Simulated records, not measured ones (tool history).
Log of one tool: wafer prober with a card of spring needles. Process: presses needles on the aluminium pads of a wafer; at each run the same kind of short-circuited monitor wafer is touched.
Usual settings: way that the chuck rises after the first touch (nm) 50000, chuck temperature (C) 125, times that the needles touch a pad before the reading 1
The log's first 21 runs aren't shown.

run   hour  way that the chuck rises after the first touch (nm)  chuck temperature (C)  times that the needles touch a pad before the reading  resistance of one needle with its contact and lead (mohm)  way that a needle slides on the pad (nm)
 22  175.8                                                50000                     47                                                      2                                                        159                                      6420
     176.5  -- tips cleaned on abrasive film
 23  182.4                                                36000                    125                                                      2                                                        180                                      4630
     184.6  -- tips cleaned on abrasive film
 24  190.8                                                50000                    118                                                      1                                                        174                                      6440
     192.7  -- tips cleaned on abrasive film
 25  199.2                                                56000                    124                                                      1                                                        176                                      7210
     200.3  -- tips cleaned on abrasive film
 26  205.1                                                34000                     32                                                      2                                                        167                                      4380
     208.3  -- tips cleaned on abrasive film
     216.4  -- tips cleaned on abrasive film
 27  216.5                                                34000                     32                                                      2                                                        163                                      4330
 28  223.5                                                34000                     32                                                      2                                                        162                                      4330
     224.3  -- tips cleaned on abrasive film
 29  228.9                                                34000                     30                                                      2                                                        163                                      4320
     232.3  -- tips cleaned on abrasive film
 30  238.8                                                34000                     30                                                      2                                                        163                                      4340
     240.6  -- tips cleaned on abrasive film
     248.4  -- tips cleaned on abrasive film
 31  248.4                                                34000                     30                                                      2                                                        161                                      4290
     256.2  -- tips cleaned on abrasive film
 32  258.8                                                59000                    115                                                      2                                                        172                                      7510

Forecast each of these 3 alternatives for the next run:
     264.2  -- tips cleaned on abrasive film
  A  267.5                                                59000                     28                                                      2                                                          ?                                         ?
     264.2  -- tips cleaned on abrasive film
  B  267.5                                                35000                    102                                                      2                                                          ?                                         ?
     264.2  -- tips cleaned on abrasive film
  C  267.5                                                35000                    115                                                      2                                                          ?                                         ?

run  resistance of one needle with its contact and lead (mohm)  way that a needle slides on the pad (nm)
  A                                                        156                                      7580
  B                                                        175                                      4430
  C                                                        180                                      4490
Without the tool's hidden state the same runs would have given:
run  resistance of one needle with its contact and lead (mohm)  way that a needle slides on the pad (nm)
  A                                                        156                                      7760
  B                                                        175                                      4540
  C                                                        180                                      4600
